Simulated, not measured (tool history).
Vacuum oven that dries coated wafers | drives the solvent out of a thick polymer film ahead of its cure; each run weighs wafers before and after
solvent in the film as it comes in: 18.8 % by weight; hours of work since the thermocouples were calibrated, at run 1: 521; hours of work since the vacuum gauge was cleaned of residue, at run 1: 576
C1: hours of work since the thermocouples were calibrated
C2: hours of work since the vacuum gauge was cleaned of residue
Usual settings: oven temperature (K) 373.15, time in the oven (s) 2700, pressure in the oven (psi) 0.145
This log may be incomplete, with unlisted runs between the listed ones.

run 1 hour=0 | oven_temperature_(K)=373.15 time_in_the_oven_(s)=2700 pressure_in_the_oven_(psi)=0.145 | C1=521 C2=576 | solvent_left_in_the_film_(%)=1.24
run 2 hour=18.6 | oven_temperature_(K)=373.15 time_in_the_oven_(s)=2700 pressure_in_the_oven_(psi)=0.202 | C1=533 C2=587 | solvent_left_in_the_film_(%)=1.46
run 3 hour=34.8 | oven_temperature_(K)=373.15 time_in_the_oven_(s)=1980 pressure_in_the_oven_(psi)=0.202 | C1=543 C2=598 | solvent_left_in_the_film_(%)=2.37
run 4 hour=56.5 | oven_temperature_(K)=360.15 time_in_the_oven_(s)=2700 pressure_in_the_oven_(psi)=0.145 | C1=557 C2=612 | solvent_left_in_the_film_(%)=5.29
run 5 hour=78.5 | oven_temperature_(K)=373.15 time_in_the_oven_(s)=2700 pressure_in_the_oven_(psi)=0.145 | C1=571 C2=626 | solvent_left_in_the_film_(%)=1.29
run 6 hour=100.5 | oven_temperature_(K)=359.15 time_in_the_oven_(s)=2700 pressure_in_the_oven_(psi)=0.145 | C1=585 C2=640 | solvent_left_in_the_film_(%)=5.61
run 7 hour=117 | oven_temperature_(K)=373.15 time_in_the_oven_(s)=2700 pressure_in_the_oven_(psi)=0.145 | C1=595 C2=650 | solvent_left_in_the_film_(%)=1.29
run 8 hour=134.2 | oven_temperature_(K)=373.15 time_in_the_oven_(s)=2700 pressure_in_the_oven_(psi)=0.145 | C1=606 C2=661 | solvent_left_in_the_film_(%)=1.25
run 9 hour=150.5 | oven_temperature_(K)=369.15 time_in_the_oven_(s)=2700 pressure_in_the_oven_(psi)=0.145 | C1=617 C2=671 | solvent_left_in_the_film_(%)=2.14
-- hour=159.9 oven's thermocouples calibrated
run 10 hour=173.8 | oven_temperature_(K)=369.15 time_in_the_oven_(s)=2700 pressure_in_the_oven_(psi)=0.145 | C1=9 C2=685 | solvent_left_in_the_film_(%)=2.46
run 11 hour=191.6 | oven_temperature_(K)=369.15 time_in_the_oven_(s)=2700 pressure_in_the_oven_(psi)=0.145 | C1=20 C2=696 | solvent_left_in_the_film_(%)=2.48
run 12 hour=208.5 | oven_temperature_(K)=369.15 time_in_the_oven_(s)=2700 pressure_in_the_oven_(psi)=0.145 | C1=31 C2=707 | solvent_left_in_the_film_(%)=2.54
run 13 hour=223.9 | oven_temperature_(K)=361.15 time_in_the_oven_(s)=2700 pressure_in_the_oven_(psi)=0.145 | C1=41 C2=717 | solvent_left_in_the_film_(%)=5.37
run 14 hour=244.5 | oven_temperature_(K)=361.15 time_in_the_oven_(s)=2700 pressure_in_the_oven_(psi)=0.145 | C1=54 C2=730 | solvent_left_in_the_film_(%)=5.29
run 15 hour=257.4 | oven_temperature_(K)=373.15 time_in_the_oven_(s)=2700 pressure_in_the_oven_(psi)=0.145 | C1=62 C2=738 | solvent_left_in_the_film_(%)=1.51
run 16 hour=278.6 | oven_temperature_(K)=373.15 time_in_the_oven_(s)=2700 pressure_in_the_oven_(psi)=0.145 | C1=76 C2=752 | solvent_left_in_the_film_(%)=1.51
run 17 hour=293.6 | oven_temperature_(K)=373.15 time_in_the_oven_(s)=2700 pressure_in_the_oven_(psi)=0.145 | C1=85 C2=761 | solvent_left_in_the_film_(%)=1.53
run 18 hour=313.4 | oven_temperature_(K)=373.15 time_in_the_oven_(s)=2700 pressure_in_the_oven_(psi)=0.116 | C1=98 C2=774 | solvent_left_in_the_film_(%)=1.4
run 19 hour=334.5 | oven_temperature_(K)=373.15 time_in_the_oven_(s)=2700 pressure_in_the_oven_(psi)=0.116 | C1=111 C2=787 | solvent_left_in_the_film_(%)=1.34
run 20 hour=357.8 | oven_temperature_(K)=373.15 time_in_the_oven_(s)=2700 pressure_in_the_oven_(psi)=0.116 | C1=126 C2=802 | solvent_left_in_the_film_(%)=1.4
run 21 hour=374.3 | oven_temperature_(K)=373.15 time_in_the_oven_(s)=2700 pressure_in_the_oven_(psi)=0.116 | C1=136 C2=813 | solvent_left_in_the_film_(%)=1.32
run 22 hour=386 | oven_temperature_(K)=373.15 time_in_the_oven_(s)=2700 pressure_in_the_oven_(psi)=0.116 | C1=144 C2=820 | solvent_left_in_the_film_(%)=1.3
run 23 hour=408.8 | oven_temperature_(K)=373.15 time_in_the_oven_(s)=2700 pressure_in_the_oven_(psi)=0.116 | C1=158 C2=835 | solvent_left_in_the_film_(%)=1.33
run 24 hour=431 | oven_temperature_(K)=373.15 time_in_the_oven_(s)=2700 pressure_in_the_oven_(psi)=0.116 | C1=173 C2=849 | solvent_left_in_the_film_(%)=1.39
run 25 hour=443.1 | oven_temperature_(K)=369.15 time_in_the_oven_(s)=2700 pressure_in_the_oven_(psi)=0.247 | C1=180 C2=856 | solvent_left_in_the_film_(%)=2.86
run 26 hour=454.9 | oven_temperature_(K)=373.15 time_in_the_oven_(s)=3120 pressure_in_the_oven_(psi)=0.455 | C1=188 C2=864 | solvent_left_in_the_film_(%)=2.25
run 27 hour=469.2 | oven_temperature_(K)=368.15 time_in_the_oven_(s)=2700 pressure_in_the_oven_(psi)=0.509 | C1=197 C2=873 | solvent_left_in_the_film_(%)=4.1
run 28 hour=482.1 | oven_temperature_(K)=364.15 time_in_the_oven_(s)=2700 pressure_in_the_oven_(psi)=0.509 | C1=205 C2=881 | solvent_left_in_the_film_(%)=5.69
run 29 hour=503.5 | oven_temperature_(K)=364.15 time_in_the_oven_(s)=2700 pressure_in_the_oven_(psi)=0.509 | C1=219 C2=895 | solvent_left_in_the_film_(%)=5.66
run 30 hour=514.5 | oven_temperature_(K)=375.15 time_in_the_oven_(s)=2700 pressure_in_the_oven_(psi)=0.509 | C1=226 C2=902 | solvent_left_in_the_film_(%)=2.38
run 31 hour=527.1 | oven_temperature_(K)=375.15 time_in_the_oven_(s)=2700 pressure_in_the_oven_(psi)=0.509 | C1=234 C2=910 | solvent_left_in_the_film_(%)=2.31
run 32 hour=542.6 | oven_temperature_(K)=375.15 time_in_the_oven_(s)=2700 pressure_in_the_oven_(psi)=0.509 | C1=244 C2=920 | solvent_left_in_the_film_(%)=2.31
run 33 hour=557.4 | oven_temperature_(K)=375.15 time_in_the_oven_(s)=2700 pressure_in_the_oven_(psi)=0.509 | C1=253 C2=929 | solvent_left_in_the_film_(%)=2.33
run 34 hour=572.3 | oven_temperature_(K)=375.15 time_in_the_oven_(s)=2700 pressure_in_the_oven_(psi)=0.509 | C1=263 C2=939 | solvent_left_in_the_film_(%)=2.33
run 35 hour=595.9 | oven_temperature_(K)=375.15 time_in_the_oven_(s)=2700 pressure_in_the_oven_(psi)=0.509 | C1=278 C2=954 | solvent_left_in_the_film_(%)=2.37
run 36 hour=614.2 | oven_temperature_(K)=376.15 time_in_the_oven_(s)=4320 pressure_in_the_oven_(psi)=0.141 | C1=289 C2=965 | solvent_left_in_the_film_(%)=0.63
run 37 hour=636.6 | oven_temperature_(K)=376.15 time_in_the_oven_(s)=4320 pressure_in_the_oven_(psi)=0.141 | C1=303 C2=980 | solvent_left_in_the_film_(%)=0.6
run 38 hour=648.1 | oven_temperature_(K)=376.15 time_in_the_oven_(s)=4320 pressure_in_the_oven_(psi)=0.141 | C1=311 C2=987 | solvent_left_in_the_film_(%)=0.58
run 39 hour=671.9 | oven_temperature_(K)=381.15 time_in_the_oven_(s)=4740 pressure_in_the_oven_(psi)=0.145 | C1=326 C2=1002 | solvent_left_in_the_film_(%)=0.53
run 40 hour=683 | oven_temperature_(K)=373.15 time_in_the_oven_(s)=1620 pressure_in_the_oven_(psi)=0.096 | C1=333 C2=1009 | solvent_left_in_the_film_(%)=2.99
run 41 hour=698.4 | oven_temperature_(K)=377.15 time_in_the_oven_(s)=2220 pressure_in_the_oven_(psi)=0.202 | C1=343 C2=1019 | solvent_left_in_the_film_(%)=1.36
run 42 hour=718.8 | oven_temperature_(K)=377.15 time_in_the_oven_(s)=2160 pressure_in_the_oven_(psi)=0.145 | C1=356 C2=1032 | solvent_left_in_the_film_(%)=1.2
run 43 hour=740.3 | oven_temperature_(K)=362.15 time_in_the_oven_(s)=3000 pressure_in_the_oven_(psi)=0.418 | C1=369 C2=1046 | solvent_left_in_the_film_(%)=5.48
run 44 hour=754.3 | oven_temperature_(K)=362.15 time_in_the_oven_(s)=3000 pressure_in_the_oven_(psi)=0.418 | C1=378 C2=1055 | solvent_left_in_the_film_(%)=5.52
run 45 hour=773.7 | oven_temperature_(K)=362.15 time_in_the_oven_(s)=3000 pressure_in_the_oven_(psi)=0.418 | C1=391 C2=1067 | solvent_left_in_the_film_(%)=5.5
run 46 hour=787.2 | oven_temperature_(K)=362.15 time_in_the_oven_(s)=3000 pressure_in_the_oven_(psi)=0.418 | C1=399 C2=1075 | solvent_left_in_the_film_(%)=5.55
run 47 hour=797.9 | oven_temperature_(K)=369.15 time_in_the_oven_(s)=3240 pressure_in_the_oven_(psi)=0.145 | C1=406 C2=1082 | solvent_left_in_the_film_(%)=1.74
run 48 hour=821.8 | oven_temperature_(K)=369.15 time_in_the_oven_(s)=3240 pressure_in_the_oven_(psi)=0.145 | C1=421 C2=1097 | solvent_left_in_the_film_(%)=1.74

Take each entry between the runs: how does the hidden state at the last listed run before it differ from the hidden state at the first listed run after it?
Between runs 9 and 10: oven's thermocouples calibrated (hour 159.9)
  true wafer temperature over the reading, C: 1.03 -> -0.34; true pressure over the reading, kPa: 0.158 -> 0.161
  measured minus no-state result, solvent left in the film (%): -0.19 -> +0.19

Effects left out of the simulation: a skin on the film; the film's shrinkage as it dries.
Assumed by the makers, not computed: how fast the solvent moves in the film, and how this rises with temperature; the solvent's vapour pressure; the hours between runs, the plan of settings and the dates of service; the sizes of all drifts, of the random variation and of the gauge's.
